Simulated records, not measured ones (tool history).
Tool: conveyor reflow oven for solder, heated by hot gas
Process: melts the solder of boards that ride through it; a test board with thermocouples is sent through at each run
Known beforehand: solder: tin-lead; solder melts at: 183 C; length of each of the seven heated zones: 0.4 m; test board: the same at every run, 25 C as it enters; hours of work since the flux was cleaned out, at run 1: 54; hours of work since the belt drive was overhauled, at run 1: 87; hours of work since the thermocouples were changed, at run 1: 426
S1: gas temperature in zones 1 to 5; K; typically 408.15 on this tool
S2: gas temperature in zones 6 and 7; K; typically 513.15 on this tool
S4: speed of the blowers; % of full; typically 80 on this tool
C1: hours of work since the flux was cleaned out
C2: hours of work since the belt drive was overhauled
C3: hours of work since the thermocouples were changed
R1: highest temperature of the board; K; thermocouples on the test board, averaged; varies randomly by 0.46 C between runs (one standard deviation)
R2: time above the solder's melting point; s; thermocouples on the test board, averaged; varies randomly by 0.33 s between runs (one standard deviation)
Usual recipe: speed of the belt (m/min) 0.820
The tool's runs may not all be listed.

{"run": 1, "hour": 0.0, "S1": 408.15, "S2": 513.15, "speed of the belt (m/min)": 0.82, "S4": 80, "C1": 54, "C2": 87, "C3": 426, "R1": 496.55, "R2": 46.7}
{"run": 2, "hour": 5.3, "S1": 408.15, "S2": 513.15, "speed of the belt (m/min)": 0.82, "S4": 80, "C1": 58, "C2": 91, "C3": 430, "R1": 497.15, "R2": 45.9}
{"run": 3, "hour": 11.8, "S1": 408.15, "S2": 513.15, "speed of the belt (m/min)": 0.82, "S4": 80, "C1": 64, "C2": 96, "C3": 435, "R1": 497.05, "R2": 47.0}
{"run": 4, "hour": 18.1, "S1": 408.15, "S2": 513.15, "speed of the belt (m/min)": 0.82, "S4": 80, "C1": 69, "C2": 101, "C3": 440, "R1": 496.75, "R2": 46.3}
{"run": 5, "hour": 24.4, "S1": 408.15, "S2": 513.15, "speed of the belt (m/min)": 0.82, "S4": 80, "C1": 73, "C2": 106, "C3": 445, "R1": 496.95, "R2": 46.6}
{"run": 6, "hour": 28.6, "S1": 408.15, "S2": 513.15, "speed of the belt (m/min)": 0.82, "S4": 80, "C1": 77, "C2": 110, "C3": 449, "R1": 497.05, "R2": 46.5}
{"run": 7, "hour": 33.1, "S1": 408.15, "S2": 513.15, "speed of the belt (m/min)": 0.82, "S4": 80, "C1": 80, "C2": 113, "C3": 452, "R1": 497.05, "R2": 45.9}
{"run": 8, "hour": 41.6, "S1": 408.15, "S2": 513.15, "speed of the belt (m/min)": 0.82, "S4": 80, "C1": 87, "C2": 120, "C3": 459, "R1": 496.55, "R2": 46.3}
{"run": 9, "hour": 46.2, "S1": 408.15, "S2": 513.15, "speed of the belt (m/min)": 0.82, "S4": 80, "C1": 91, "C2": 123, "C3": 462, "R1": 495.85, "R2": 47.2}
{"run": 10, "hour": 53.4, "S1": 408.15, "S2": 507.15, "speed of the belt (m/min)": 0.82, "S4": 78, "C1": 96, "C2": 129, "C3": 468, "R1": 489.75, "R2": 43.3}
{"run": 11, "hour": 61.0, "S1": 408.15, "S2": 507.15, "speed of the belt (m/min)": 0.82, "S4": 78, "C1": 102, "C2": 135, "C3": 474, "R1": 490.55, "R2": 43.9}
{"run": 12, "hour": 69.8, "S1": 407.15, "S2": 513.15, "speed of the belt (m/min)": 0.844, "S4": 80, "C1": 109, "C2": 142, "C3": 481, "R1": 495.85, "R2": 44.1}
{"run": 13, "hour": 74.1, "S1": 407.15, "S2": 513.15, "speed of the belt (m/min)": 0.844, "S4": 80, "C1": 112, "C2": 145, "C3": 484, "R1": 495.55, "R2": 44.1}
{"run": 14, "hour": 79.8, "S1": 407.15, "S2": 517.15, "speed of the belt (m/min)": 0.844, "S4": 80, "C1": 117, "C2": 150, "C3": 489, "R1": 498.85, "R2": 45.8}
{"run": 15, "hour": 85.4, "S1": 407.15, "S2": 524.15, "speed of the belt (m/min)": 0.844, "S4": 80, "C1": 121, "C2": 154, "C3": 493, "R1": 505.15, "R2": 48.5}
{"run": 16, "hour": 89.5, "S1": 408.15, "S2": 525.15, "speed of the belt (m/min)": 0.96, "S4": 70, "C1": 124, "C2": 157, "C3": 496, "R1": 496.85, "R2": 39.2}
{"run": 17, "hour": 95.7, "S1": 408.15, "S2": 504.15, "speed of the belt (m/min)": 0.902, "S4": 82, "C1": 129, "C2": 162, "C3": 501, "R1": 487.15, "R2": 37.5}

4 options for the next run, each taken on its own from the tool as it stands now. Forecast them:
{"run": "A", "hour": 100.7, "S1": 408.15, "S2": 513.15, "speed of the belt (m/min)": 0.862, "S4": 53, "C1": 133, "C2": 166, "C3": 505, "R1": "?", "R2": "?"}
{"run": "B", "hour": 100.7, "S1": 397.15, "S2": 525.15, "speed of the belt (m/min)": 0.681, "S4": 82, "C1": 133, "C2": 166, "C3": 505, "R1": "?", "R2": "?"}
{"run": "C", "hour": 100.7, "S1": 408.15, "S2": 519.15, "speed of the belt (m/min)": 0.869, "S4": 60, "C1": 133, "C2": 166, "C3": 505, "R1": "?", "R2": "?"}
{"run": "D", "hour": 100.7, "S1": 408.15, "S2": 509.15, "speed of the belt (m/min)": 0.902, "S4": 61, "C1": 133, "C2": 166, "C3": 505, "R1": "?", "R2": "?"}

run=A R1=483.35 R2=35.1
run=B R1=512.55 R2=61.5
run=C R1=492.55 R2=40.5
run=D R1=483.15 R2=33.6
The same runs, with their run-to-run variation unchanged, on a tool lacking any hidden condition would have given:
run=A R1=483.55 R2=35.2
run=B R1=512.75 R2=61.6
run=C R1=492.75 R2=40.6
run=D R1=483.35 R2=33.7

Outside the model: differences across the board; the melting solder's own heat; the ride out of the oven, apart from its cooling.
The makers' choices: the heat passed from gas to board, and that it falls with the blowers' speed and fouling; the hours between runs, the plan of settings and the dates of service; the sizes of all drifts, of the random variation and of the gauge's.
